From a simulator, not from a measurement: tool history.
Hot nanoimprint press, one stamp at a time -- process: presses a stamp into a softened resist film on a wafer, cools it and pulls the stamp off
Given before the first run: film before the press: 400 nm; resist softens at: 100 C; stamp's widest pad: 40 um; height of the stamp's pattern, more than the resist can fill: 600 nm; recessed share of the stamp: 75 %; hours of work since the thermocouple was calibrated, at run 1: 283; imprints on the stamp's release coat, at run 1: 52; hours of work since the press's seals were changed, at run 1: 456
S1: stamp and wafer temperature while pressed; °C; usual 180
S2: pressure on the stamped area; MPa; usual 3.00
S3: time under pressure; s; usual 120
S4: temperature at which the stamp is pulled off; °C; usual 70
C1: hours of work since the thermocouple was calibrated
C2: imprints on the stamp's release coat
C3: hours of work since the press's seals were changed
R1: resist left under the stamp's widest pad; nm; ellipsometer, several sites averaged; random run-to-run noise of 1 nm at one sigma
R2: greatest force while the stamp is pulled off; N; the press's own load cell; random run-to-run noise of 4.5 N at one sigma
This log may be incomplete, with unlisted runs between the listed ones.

Run 1, hour 0.0: usual settings; C1 283; C2 52; C3 456. Result: R1 142.8 nm, R2 225 N.
Run 2, hour 36.8: usual settings; C1 303; C2 116; C3 476. Result: R1 142.8 nm, R2 220 N.
Run 3, hour 59.6: usual settings; C1 316; C2 156; C3 489. Result: R1 142.9 nm, R2 228 N.
Run 4, hour 92.9: usual settings; C1 335; C2 214; C3 508. Result: R1 143.5 nm, R2 231 N.
Run 5, hour 127.7: usual settings but S1 183 °C; C1 354; C2 274; C3 528. Result: R1 129.6 nm, R2 231 N.
Run 6, hour 162.6: usual settings but S1 183 °C; C1 374; C2 335; C3 547. Result: R1 130.1 nm, R2 236 N.
Run 7, hour 191.2: usual settings but S1 183 °C; C1 390; C2 385; C3 563. Result: R1 128.1 nm, R2 238 N.
Run 8, hour 228.9: usual settings but S1 182 °C; C1 411; C2 450; C3 584. Result: R1 133.5 nm, R2 238 N.
Run 9, hour 254.2: usual settings but S1 182 °C; C1 425; C2 494; C3 599. Result: R1 132.7 nm, R2 243 N.
Run 10, hour 287.3: usual settings but S1 182 °C; C1 444; C2 552; C3 617. Result: R1 132.3 nm, R2 252 N.
Run 11, hour 328.5: usual settings but S1 182 °C; C1 467; C2 623; C3 640. Result: R1 133.5 nm, R2 247 N.
Run 12, hour 364.5: usual settings but S1 182 °C; C1 487; C2 686; C3 661. Result: R1 132.2 nm, R2 247 N.
Run 13, hour 396.8: usual settings but S4 68 °C; C1 506; C2 742; C3 679. Result: R1 140.5 nm, R2 264 N.
Run 14, hour 431.7: usual settings but S4 68 °C; C1 525; C2 803; C3 698. Result: R1 138.9 nm, R2 269 N.
Run 15, hour 473.6: usual settings but S2 3.02 MPa; C1 549; C2 875; C3 722. Result: R1 138.6 nm, R2 275 N.
At hour 490.5: plate thermocouple calibrated.
Run 16, hour 494.1: usual settings but S1 189 °C, S2 1.81 MPa, S3 161 s, S4 75 °C; C1 2; C2 906; C3 732. Result: R1 132.2 nm, R2 266 N.
Run 17, hour 517.5: usual settings but S4 69 °C; C1 15; C2 946; C3 745. Result: R1 147.8 nm, R2 290 N.
Run 18, hour 541.4: usual settings but S1 181 °C, S3 117 s, S4 57 °C; C1 29; C2 988; C3 758. Result: R1 147.4 nm, R2 329 N.
Run 19, hour 561.4: usual settings but S1 172 °C, S2 2.75 MPa, S4 60 °C; C1 40; C2 1023; C3 769. Result: R1 192.5 nm, R2 326 N.
Run 20, hour 592.8: usual settings but S1 172 °C, S2 2.75 MPa, S4 60 °C; C1 57; C2 1077; C3 787. Result: R1 193.4 nm, R2 323 N.
Run 21, hour 633.8: usual settings but S1 172 °C, S2 2.75 MPa, S4 60 °C; C1 80; C2 1148; C3 810. Result: R1 192.6 nm, R2 332 N.
Run 22, hour 657.4: usual settings but S1 172 °C, S2 2.75 MPa, S4 60 °C; C1 94; C2 1189; C3 823. Result: R1 190.8 nm, R2 331 N.
Run 23, hour 680.7: usual settings but S1 172 °C, S2 2.75 MPa, S4 60 °C; C1 107; C2 1230; C3 836. Result: R1 191.6 nm, R2 325 N.
Run 24, hour 722.2: usual settings but S2 2.73 MPa, S3 86 s, S4 73 °C; C1 130; C2 1302; C3 860. Result: R1 177.0 nm, R2 291 N.
Run 25, hour 739.6: usual settings but S1 172 °C, S4 69 °C; C1 140; C2 1332; C3 870. Result: R1 184.7 nm, R2 298 N.
Run 26, hour 765.0: usual settings but S1 172 °C, S2 3.65 MPa, S4 69 °C; C1 154; C2 1376; C3 884. Result: R1 170.0 nm, R2 312 N.
At hour 801.8: stamp cleaned and given a new release coat.
Run 27, hour 813.7: usual settings but S1 174 °C, S4 73 °C; C1 178; C2 21; C3 908. Result: R1 176.4 nm, R2 206 N.
Run 28, hour 846.0: usual settings but S1 170 °C, S3 62 s, S4 73 °C; C1 196; C2 77; C3 926. Result: R1 244.5 nm, R2 214 N.
Run 29, hour 869.7: usual settings but S1 170 °C, S3 62 s, S4 67 °C; C1 210; C2 118; C3 939. Result: R1 245.7 nm, R2 233 N.
Run 30, hour 888.0: usual settings but S2 2.20 MPa, S3 119 s, S4 57 °C; C1 220; C2 150; C3 950. Result: R1 168.5 nm, R2 261 N.

Predict each of these 3 candidate next runs independently; none follows another, all start after run 30:
Run A, hour 911.0: usual settings but S2 2.20 MPa, S3 76 s, S4 62 °C; C1 233; C2 190; C3 962. Result: R1 ?, R2 ?.
Run B, hour 911.0: usual settings but S1 185 °C, S2 2.20 MPa, S3 119 s, S4 57 °C; C1 233; C2 190; C3 962. Result: R1 ?, R2 ?.
Run C, hour 911.0: usual settings but S2 2.20 MPa, S3 119 s, S4 65 °C; C1 233; C2 190; C3 962. Result: R1 ?, R2 ?.

run     R1   R2
  A  198.7  245
  B  145.8  273
  C  168.1  245
What these runs would have given with no unlogged condition in the tool:
run     R1   R2
  A  200.1  236
  B  146.7  263
  C  169.4  236
